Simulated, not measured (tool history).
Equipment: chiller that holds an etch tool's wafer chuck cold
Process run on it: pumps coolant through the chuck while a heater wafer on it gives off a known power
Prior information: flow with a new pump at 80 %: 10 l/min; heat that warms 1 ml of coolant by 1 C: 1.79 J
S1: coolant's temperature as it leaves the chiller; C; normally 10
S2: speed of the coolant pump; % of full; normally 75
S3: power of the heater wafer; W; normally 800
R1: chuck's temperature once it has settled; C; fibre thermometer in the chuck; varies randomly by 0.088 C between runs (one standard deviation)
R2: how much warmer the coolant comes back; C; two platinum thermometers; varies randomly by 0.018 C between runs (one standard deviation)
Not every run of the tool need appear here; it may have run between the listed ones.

run 1 day=0.000 | S1=10 S2=75 S3=800 | R1=15.84 R2=3.10
run 2 day=5.962 | S1=10 S2=75 S3=800 | R1=15.69 R2=3.10
run 3 day=10.500 | S1=10 S2=75 S3=450 | R1=13.12 R2=1.77
run 4 day=14.579 | S1=10 S2=75 S3=450 | R1=13.01 R2=1.73
-- day=15.775 coolant pump overhauled
run 5 day=19.758 | S1=10 S2=75 S3=450 | R1=13.20 R2=1.78
run 6 day=24.096 | S1=10 S2=75 S3=450 | R1=13.22 R2=1.83
run 7 day=29.846 | S1=10 S2=75 S3=450 | R1=13.12 R2=1.80
run 8 day=32.417 | S1=10 S2=75 S3=800 | R1=15.87 R2=3.22
run 9 day=34.967 | S1=10 S2=95 S3=477 | R1=12.73 R2=1.47
-- day=38.050 coolant pump overhauled, once more
run 10 day=39.042 | S1=10 S2=95 S3=477 | R1=12.44 R2=1.32
run 11 day=42.321 | S1=10 S2=95 S3=792 | R1=14.51 R2=2.19
run 12 day=46.446 | S1=10 S2=95 S3=792 | R1=14.43 R2=2.21
run 13 day=50.067 | S1=10 S2=95 S3=792 | R1=14.42 R2=2.18
run 14 day=53.833 | S1=10 S2=95 S3=792 | R1=14.70 R2=2.19
run 15 day=59.112 | S1=10 S2=95 S3=792 | R1=14.56 R2=2.20

Below are 5 alternative next runs, each starting from the tool's condition after run 15. Predict each:
run A day=63.471 | S1=14 S2=85 S3=713 | R1=? R2=?
run B day=63.471 | S1=9 S2=82 S3=800 | R1=? R2=?
run C day=63.471 | S1=3 S2=72 S3=531 | R1=? R2=?
run D day=63.471 | S1=4 S2=100 S3=558 | R1=? R2=?
run E day=63.471 | S1=10 S2=95 S3=1167 | R1=? R2=?

run=A R1=18.46 R2=2.24
run=B R1=14.25 R2=2.61
run=C R1=6.54 R2=1.99
run=D R1=6.94 R2=1.47
run=E R1=16.78 R2=3.27
Stripped of hidden state, with their random variation kept, the same runs would have yielded:
run=A R1=18.66 R2=2.23
run=B R1=14.41 R2=2.59
run=C R1=6.79 R2=1.98
run=D R1=7.21 R2=1.46
run=E R1=16.83 R2=3.26
